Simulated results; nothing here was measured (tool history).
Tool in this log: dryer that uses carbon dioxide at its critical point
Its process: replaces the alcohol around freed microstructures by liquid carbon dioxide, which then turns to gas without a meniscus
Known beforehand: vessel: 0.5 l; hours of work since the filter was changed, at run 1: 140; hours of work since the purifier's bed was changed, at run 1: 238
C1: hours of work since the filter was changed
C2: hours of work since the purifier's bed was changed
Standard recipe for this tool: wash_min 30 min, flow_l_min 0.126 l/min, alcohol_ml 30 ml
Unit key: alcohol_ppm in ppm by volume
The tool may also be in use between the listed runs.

Run 1, hour 0: usual settings; C1 140; C2 238. Result: alcohol_ppm 295 ppm by volume.
Run 2, hour 8.6: usual settings; C1 144; C2 242. Result: alcohol_ppm 298 ppm by volume.
Run 3, hour 17.8: usual settings but wash_min 27 min; C1 149; C2 247. Result: alcohol_ppm 494 ppm by volume.
Run 4, hour 24.7: usual settings but wash_min 27 min; C1 153; C2 251. Result: alcohol_ppm 498 ppm by volume.
Run 5, hour 31.4: usual settings but wash_min 27 min; C1 156; C2 255. Result: alcohol_ppm 489 ppm by volume.
Run 6, hour 45.5: usual settings but wash_min 27 min, flow_l_min 0.198 l/min; C1 164; C2 262. Result: alcohol_ppm 40 ppm by volume.
Run 7, hour 54: usual settings; C1 168; C2 267. Result: alcohol_ppm 310 ppm by volume.
Run 8, hour 68.8: usual settings; C1 176; C2 275. Result: alcohol_ppm 322 ppm by volume.
Run 9, hour 75: usual settings; C1 180; C2 278. Result: alcohol_ppm 313 ppm by volume.
Run 10, hour 82.4: usual settings but wash_min 22 min; C1 184; C2 282. Result: alcohol_ppm 1229 ppm by volume.
Run 11, hour 96: usual settings but wash_min 22 min; C1 191; C2 289. Result: alcohol_ppm 1208 ppm by volume.
Run 12, hour 106.7: usual settings; C1 197; C2 295. Result: alcohol_ppm 326 ppm by volume.
Run 13, hour 120.7: usual settings but wash_min 19 min; C1 204; C2 302. Result: alcohol_ppm 2139 ppm by volume.
Run 14, hour 132.9: usual settings but wash_min 19 min, flow_l_min 0.193 l/min; C1 211; C2 309. Result: alcohol_ppm 352 ppm by volume.
Run 15, hour 146.7: usual settings but wash_min 22 min, flow_l_min 0.084 l/min, alcohol_ml 36 ml; C1 218; C2 316. Result: alcohol_ppm 5743 ppm by volume.
Run 16, hour 161.5: usual settings but wash_min 29 min, flow_l_min 0.125 l/min, alcohol_ml 86 ml; C1 226; C2 324. Result: alcohol_ppm 1105 ppm by volume.
Run 17, hour 169: usual settings but alcohol_ml 27 ml; C1 230; C2 328. Result: alcohol_ppm 307 ppm by volume.
At hour 176.3: inlet filter changed.
Run 18, hour 177.9: usual settings but alcohol_ml 27 ml; C1 1; C2 332. Result: alcohol_ppm 220 ppm by volume.
Run 19, hour 184.5: usual settings but alcohol_ml 87 ml; C1 4; C2 336. Result: alcohol_ppm 693 ppm by volume.
Run 20, hour 192.4: usual settings but alcohol_ml 87 ml; C1 9; C2 340. Result: alcohol_ppm 676 ppm by volume.
Run 21, hour 203.1: usual settings but wash_min 41 min; C1 14; C2 346. Result: alcohol_ppm 56 ppm by volume.
Run 22, hour 209.2: usual settings but alcohol_ml 119 ml; C1 18; C2 349. Result: alcohol_ppm 943 ppm by volume.
Run 23, hour 219.7: usual settings but wash_min 32 min; C1 23; C2 355. Result: alcohol_ppm 190 ppm by volume.
Run 24, hour 229.2: usual settings but wash_min 22 min, flow_l_min 0.188 l/min; C1 28; C2 360. Result: alcohol_ppm 140 ppm by volume.
Run 25, hour 238.5: usual settings but wash_min 22 min, flow_l_min 0.188 l/min; C1 33; C2 365. Result: alcohol_ppm 152 ppm by volume.

Hidden condition of the tool, last listed run before each entry between runs versus first listed run after:
Runs 17 to 18: inlet filter changed (hour 176.3)
  flow that reaches the vessel past the clogged filter, %: 94 -> 99.9; alcohol in the recycled carbon dioxide, ppm: 22.8 -> 23
  measured result minus the result with no hidden state, alcohol_ppm: +99 -> +20 ppm by volume
